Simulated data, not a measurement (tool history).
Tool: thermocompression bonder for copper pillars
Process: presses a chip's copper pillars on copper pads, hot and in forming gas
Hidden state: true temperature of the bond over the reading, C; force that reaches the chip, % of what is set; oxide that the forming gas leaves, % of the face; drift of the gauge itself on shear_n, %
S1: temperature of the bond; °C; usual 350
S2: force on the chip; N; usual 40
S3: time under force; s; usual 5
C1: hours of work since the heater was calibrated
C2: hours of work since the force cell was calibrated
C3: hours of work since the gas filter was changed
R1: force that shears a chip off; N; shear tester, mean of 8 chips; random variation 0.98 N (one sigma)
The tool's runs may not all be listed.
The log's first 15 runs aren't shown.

| run | hour | S1 | S2 | S3 | C1 | C2 | C3 | R1 |
|---|---|---|---|---|---|---|---|---|
|  | 508.7 | forming gas filter changed |
| 16 | 510.3 | 350 | 40 | 5 | 364 | 1163 | 1 | 80.1 |
| 17 | 553.2 | 365 | 48 | 4 | 390 | 1189 | 27 | 87.0 |
| 18 | 574.3 | 365 | 31 | 4 | 402 | 1201 | 40 | 63.3 |
| 19 | 608.3 | 365 | 31 | 4 | 423 | 1222 | 60 | 63.4 |
| 20 | 630.3 | 345 | 47 | 4 | 436 | 1235 | 74 | 77.2 |
| 21 | 649.3 | 350 | 37 | 5 | 448 | 1247 | 85 | 69.7 |
| 22 | 687.0 | 350 | 39 | 4 | 471 | 1270 | 108 | 68.3 |
| 23 | 729.0 | 350 | 39 | 4 | 496 | 1295 | 133 | 65.7 |
| 24 | 772.2 | 350 | 39 | 4 | 522 | 1321 | 159 | 65.1 |
| 25 | 796.0 | 368 | 39 | 4 | 537 | 1336 | 174 | 69.6 |
|  | 809.7 | forming gas filter changed |
| 26 | 837.4 | 321 | 48 | 3 | 561 | 1360 | 17 | 63.7 |
| 27 | 856.7 | 321 | 40 | 3 | 573 | 1372 | 28 | 53.5 |
| 28 | 883.7 | 327 | 40 | 14 | 589 | 1388 | 45 | 89.3 |
| 29 | 922.9 | 349 | 40 | 14 | 613 | 1412 | 68 | 96.7 |
| 30 | 967.7 | 349 | 40 | 14 | 640 | 1439 | 96 | 94.6 |
| 31 | 992.3 | 320 | 29 | 14 | 655 | 1454 | 110 | 64.4 |
| 32 | 1021.6 | 350 | 40 | 3 | 673 | 1472 | 128 | 58.8 |

5 ways to go on from here, each from the tool as it stands after run 32. What would each give?
| A | 1060.8 | 366 | 44 | 14 | 696 | 1496 | 152 | ? |
| B | 1060.8 | 347 | 55 | 5 | 696 | 1496 | 152 | ? |
| C | 1060.8 | 363 | 40 | 5 | 696 | 1496 | 152 | ? |
| D | 1060.8 | 332 | 31 | 3 | 696 | 1496 | 152 | ? |
| E | 1060.8 | 371 | 40 | 5 | 696 | 1496 | 152 | ? |

| run | R1 |
|---|---|
| A | 98.5 |
| B | 85.2 |
| C | 73.7 |
| D | 42.1 |
| E | 77.3 |
Without the tool's hidden state the same runs would have given:
| run | R1 |
|---|---|
| A | 113.7 |
| B | 101.3 |
| C | 89.0 |
| D | 52.8 |
| E | 92.7 |

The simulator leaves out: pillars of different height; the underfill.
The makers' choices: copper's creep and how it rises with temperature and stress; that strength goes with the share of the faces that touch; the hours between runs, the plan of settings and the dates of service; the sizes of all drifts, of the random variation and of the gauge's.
